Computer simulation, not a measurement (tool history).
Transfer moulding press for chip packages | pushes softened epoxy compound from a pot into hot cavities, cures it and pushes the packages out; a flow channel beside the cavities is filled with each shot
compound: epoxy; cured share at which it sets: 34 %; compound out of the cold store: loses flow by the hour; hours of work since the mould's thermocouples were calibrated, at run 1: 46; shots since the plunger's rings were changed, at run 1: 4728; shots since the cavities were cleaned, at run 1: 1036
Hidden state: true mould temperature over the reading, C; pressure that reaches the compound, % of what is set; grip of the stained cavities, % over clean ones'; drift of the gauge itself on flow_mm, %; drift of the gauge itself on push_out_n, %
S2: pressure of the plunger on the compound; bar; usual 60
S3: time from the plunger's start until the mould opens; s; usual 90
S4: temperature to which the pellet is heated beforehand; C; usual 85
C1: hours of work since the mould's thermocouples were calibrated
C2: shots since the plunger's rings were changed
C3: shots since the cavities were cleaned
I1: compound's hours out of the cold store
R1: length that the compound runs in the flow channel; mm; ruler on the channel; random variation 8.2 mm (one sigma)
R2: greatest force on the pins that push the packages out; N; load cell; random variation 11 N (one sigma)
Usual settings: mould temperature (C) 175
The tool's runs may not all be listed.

{"run": 1, "hour": 0.0, "mould temperature (C)": 175, "S2": 60, "S3": 90, "S4": 85, "C1": 46, "C2": 4728, "C3": 1036, "I1": 41.3, "R1": 783, "R2": 1013}
{"run": 2, "hour": 6.9, "mould temperature (C)": 175, "S2": 60, "S3": 90, "S4": 85, "C1": 49, "C2": 4795, "C3": 1103, "I1": 25.1, "R1": 836, "R2": 1047}
{"hour": 13.5, "done": "plunger's sealing rings changed"}
{"run": 3, "hour": 15.7, "mould temperature (C)": 175, "S2": 60, "S3": 90, "S4": 85, "C1": 52, "C2": 22, "C3": 1165, "I1": 38.4, "R1": 857, "R2": 1047}
{"hour": 19.7, "done": "cavities cleaned with cleaning compound and waxed"}
{"run": 4, "hour": 26.8, "mould temperature (C)": 175, "S2": 60, "S3": 79, "S4": 85, "C1": 57, "C2": 115, "C3": 69, "I1": 44.5, "R1": 832, "R2": 725}
{"run": 5, "hour": 35.6, "mould temperature (C)": 175, "S2": 60, "S3": 79, "S4": 85, "C1": 62, "C2": 201, "C3": 155, "I1": 39.1, "R1": 841, "R2": 877}
{"run": 6, "hour": 44.0, "mould temperature (C)": 175, "S2": 46, "S3": 90, "S4": 85, "C1": 66, "C2": 283, "C3": 237, "I1": 40, "R1": 753, "R2": 726}
{"run": 7, "hour": 52.4, "mould temperature (C)": 175, "S2": 46, "S3": 90, "S4": 85, "C1": 71, "C2": 365, "C3": 319, "I1": 42.7, "R1": 734, "R2": 763}
{"run": 8, "hour": 60.5, "mould temperature (C)": 175, "S2": 60, "S3": 90, "S4": 93, "C1": 75, "C2": 443, "C3": 397, "I1": 15.5, "R1": 929, "R2": 870}
{"run": 9, "hour": 68.2, "mould temperature (C)": 175, "S2": 58.7, "S3": 90, "S4": 93, "C1": 79, "C2": 518, "C3": 472, "I1": 30.1, "R1": 874, "R2": 832}
{"run": 10, "hour": 73.6, "mould temperature (C)": 175, "S2": 58.7, "S3": 90, "S4": 93, "C1": 81, "C2": 571, "C3": 525, "I1": 33.9, "R1": 858, "R2": 861}
{"run": 11, "hour": 81.7, "mould temperature (C)": 175, "S2": 60, "S3": 90, "S4": 85, "C1": 86, "C2": 651, "C3": 605, "I1": 39.6, "R1": 854, "R2": 919}
{"run": 12, "hour": 92.3, "mould temperature (C)": 178, "S2": 60, "S3": 90, "S4": 85, "C1": 91, "C2": 754, "C3": 708, "I1": 15.8, "R1": 913, "R2": 861}
{"run": 13, "hour": 99.2, "mould temperature (C)": 175, "S2": 60, "S3": 90, "S4": 85, "C1": 95, "C2": 820, "C3": 774, "I1": 28.3, "R1": 887, "R2": 994}
{"run": 14, "hour": 104.7, "mould temperature (C)": 175, "S2": 60, "S3": 90, "S4": 85, "C1": 97, "C2": 874, "C3": 828, "I1": 27, "R1": 881, "R2": 1029}
{"run": 15, "hour": 111.9, "mould temperature (C)": 175, "S2": 60, "S3": 90, "S4": 85, "C1": 101, "C2": 944, "C3": 898, "I1": 46.1, "R1": 809, "R2": 966}
{"run": 16, "hour": 123.1, "mould temperature (C)": 169, "S2": 69, "S3": 89, "S4": 94, "C1": 107, "C2": 1053, "C3": 1007, "I1": 37, "R1": 933, "R2": 1474}
{"run": 17, "hour": 129.7, "mould temperature (C)": 169, "S2": 58.2, "S3": 89, "S4": 88, "C1": 110, "C2": 1118, "C3": 1072, "I1": 9.7, "R1": 945, "R2": 1752}
{"run": 18, "hour": 141.3, "mould temperature (C)": 183, "S2": 58.2, "S3": 89, "S4": 88, "C1": 116, "C2": 1231, "C3": 1185, "I1": 11.7, "R1": 889, "R2": 836}
{"hour": 143.7, "done": "cavities cleaned with cleaning compound and waxed"}
{"run": 19, "hour": 153.6, "mould temperature (C)": 173, "S2": 49.3, "S3": 79, "S4": 81, "C1": 122, "C2": 1336, "C3": 96, "I1": 27.9, "R1": 803, "R2": 979}
{"run": 20, "hour": 160.6, "mould temperature (C)": 173, "S2": 57, "S3": 110, "S4": 81, "C1": 125, "C2": 1404, "C3": 164, "I1": 28.4, "R1": 852, "R2": 585}
{"run": 21, "hour": 168.8, "mould temperature (C)": 173, "S2": 57, "S3": 110, "S4": 81, "C1": 130, "C2": 1485, "C3": 245, "I1": 41.6, "R1": 808, "R2": 610}
{"run": 22, "hour": 180.5, "mould temperature (C)": 175, "S2": 60, "S3": 113, "S4": 85, "C1": 136, "C2": 1598, "C3": 358, "I1": 8.5, "R1": 923, "R2": 630}
{"run": 23, "hour": 190.0, "mould temperature (C)": 182, "S2": 63, "S3": 96, "S4": 93, "C1": 141, "C2": 1690, "C3": 450, "I1": 28.8, "R1": 870, "R2": 661}
{"run": 24, "hour": 194.8, "mould temperature (C)": 175, "S2": 45.6, "S3": 95, "S4": 85, "C1": 143, "C2": 1737, "C3": 497, "I1": 28.8, "R1": 747, "R2": 813}
{"run": 25, "hour": 202.6, "mould temperature (C)": 175, "S2": 45.6, "S3": 95, "S4": 85, "C1": 147, "C2": 1813, "C3": 573, "I1": 22, "R1": 770, "R2": 843}
{"run": 26, "hour": 212.7, "mould temperature (C)": 175, "S2": 45.6, "S3": 95, "S4": 85, "C1": 152, "C2": 1912, "C3": 672, "I1": 33.7, "R1": 748, "R2": 852}
{"run": 27, "hour": 223.6, "mould temperature (C)": 175, "S2": 45.6, "S3": 95, "S4": 85, "C1": 158, "C2": 2018, "C3": 778, "I1": 20.1, "R1": 770, "R2": 887}
{"run": 28, "hour": 228.7, "mould temperature (C)": 175, "S2": 45.6, "S3": 95, "S4": 85, "C1": 161, "C2": 2068, "C3": 828, "I1": 10.2, "R1": 820, "R2": 938}
{"run": 29, "hour": 239.7, "mould temperature (C)": 175, "S2": 60, "S3": 90, "S4": 85, "C1": 166, "C2": 2175, "C3": 935, "I1": 19.8, "R1": 909, "R2": 1019}
{"run": 30, "hour": 245.8, "mould temperature (C)": 170, "S2": 60, "S3": 76, "S4": 83, "C1": 169, "C2": 2235, "C3": 995, "I1": 26.5, "R1": 870, "R2": 2163}

Forecast each of these 3 alternatives for the next run:
{"run": "A", "hour": 251.3, "mould temperature (C)": 178, "S2": 60, "S3": 80, "S4": 92, "C1": 172, "C2": 2288, "C3": 1048, "I1": 32.9, "R1": "?", "R2": "?"}
{"run": "B", "hour": 251.3, "mould temperature (C)": 170, "S2": 49.1, "S3": 107, "S4": 83, "C1": 172, "C2": 2288, "C3": 1048, "I1": 19.7, "R1": "?", "R2": "?"}
{"run": "C", "hour": 251.3, "mould temperature (C)": 175, "S2": 51.3, "S3": 90, "S4": 83, "C1": 172, "C2": 2288, "C3": 1048, "I1": 9.2, "R1": "?", "R2": "?"}

run=A R1=848 R2=1092
run=B R1=815 R2=1025
run=C R1=862 R2=1089
Without the tool's hidden state the same runs would have given:
run=A R1=884 R2=539
run=B R1=850 R2=505
run=C R1=899 R2=536

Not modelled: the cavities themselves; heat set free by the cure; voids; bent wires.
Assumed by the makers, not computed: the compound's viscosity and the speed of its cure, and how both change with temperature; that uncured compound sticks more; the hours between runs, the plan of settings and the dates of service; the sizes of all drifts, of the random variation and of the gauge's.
